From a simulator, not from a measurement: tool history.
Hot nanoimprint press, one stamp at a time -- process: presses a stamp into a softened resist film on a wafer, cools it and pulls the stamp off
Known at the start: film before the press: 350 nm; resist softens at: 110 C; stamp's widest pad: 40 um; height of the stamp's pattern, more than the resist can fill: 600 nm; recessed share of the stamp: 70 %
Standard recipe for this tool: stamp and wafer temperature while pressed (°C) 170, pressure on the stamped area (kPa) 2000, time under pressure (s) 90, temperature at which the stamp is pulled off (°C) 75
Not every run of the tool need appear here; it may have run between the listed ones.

run,hour,stamp and wafer temperature while pressed (°C),pressure on the stamped area (kPa),time under pressure (s),temperature at which the stamp is pulled off (°C),resist left under the stamp's widest pad (nm),greatest force while the stamp is pulled off (N)
1,0.0,170,2000,90,75,126.5,109
2,9.3,170,2000,90,75,127.0,111
3,15.1,170,2000,90,75,127.4,111
4,24.9,174,2000,90,75,110.8,110
5,38.5,174,2000,90,75,110.3,111
6,46.8,170,2000,90,75,126.2,111
7,57.9,170,2000,90,70,127.3,123
# hour 65.4: plate thermocouple calibrated
8,68.7,170,2000,90,75,127.0,112
9,80.8,170,2000,90,82,127.0,94
10,93.6,170,2000,90,75,126.9,111
11,105.4,170,2000,90,75,126.8,114
12,113.9,170,2000,90,75,126.1,112
13,125.0,170,2000,90,75,127.1,112
14,138.5,170,2000,90,75,127.2,110
15,150.5,170,2000,90,75,126.9,111
16,161.1,170,2080,105,75,116.4,112

Run 17, settings as shown, results not yet in. Your forecast:
17,168.8,163,2000,90,65,?,?

Run 17 produced resist left under the stamp's widest pad (nm) 165.1, greatest force while the stamp is pulled off (N) 134.
With the hidden condition absent and the run-to-run variation left alone, this run would have shown resist left under the stamp's widest pad (nm) 165.1, greatest force while the stamp is pulled off (N) 134.
